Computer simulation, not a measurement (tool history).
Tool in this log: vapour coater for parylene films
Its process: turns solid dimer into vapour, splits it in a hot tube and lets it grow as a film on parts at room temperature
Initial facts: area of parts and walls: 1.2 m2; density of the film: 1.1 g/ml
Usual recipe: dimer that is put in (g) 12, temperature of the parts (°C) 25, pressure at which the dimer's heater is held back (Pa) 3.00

run	day	dimer that is put in (g)	temperature of the parts (°C)	pressure at which the dimer's heater is held back (Pa)	thickness of the film (um)
1	0.000	12	25	3.00	5.29
2	1.683	7	25	3.00	3.10
3	3.058	7	25	3.00	3.02
4	4.350	12	25	9.80	4.76
# day 6.050: trap's valve overhauled
5	6.050	12	25	3.00	4.99
6	7.079	12	25	3.00	5.03
7	8.038	12	25	3.00	5.02
8	9.221	12	25	3.00	5.00
9	10.138	12	25	3.00	4.97
10	11.183	12	25	3.00	4.94
11	12.883	9	23	5.43	3.80
12	14.483	13	25	3.00	5.23
13	15.696	13	25	3.00	5.23

Run 14 has not been measured yet. What should we expect?
# day 16.546: trap's valve overhauled, once more
14	17.617	20	24	9.90	?

thickness of the film (um): 8.58
Had the tool carried no hidden state, the very same run would have given thickness of the film (um) 8.99.
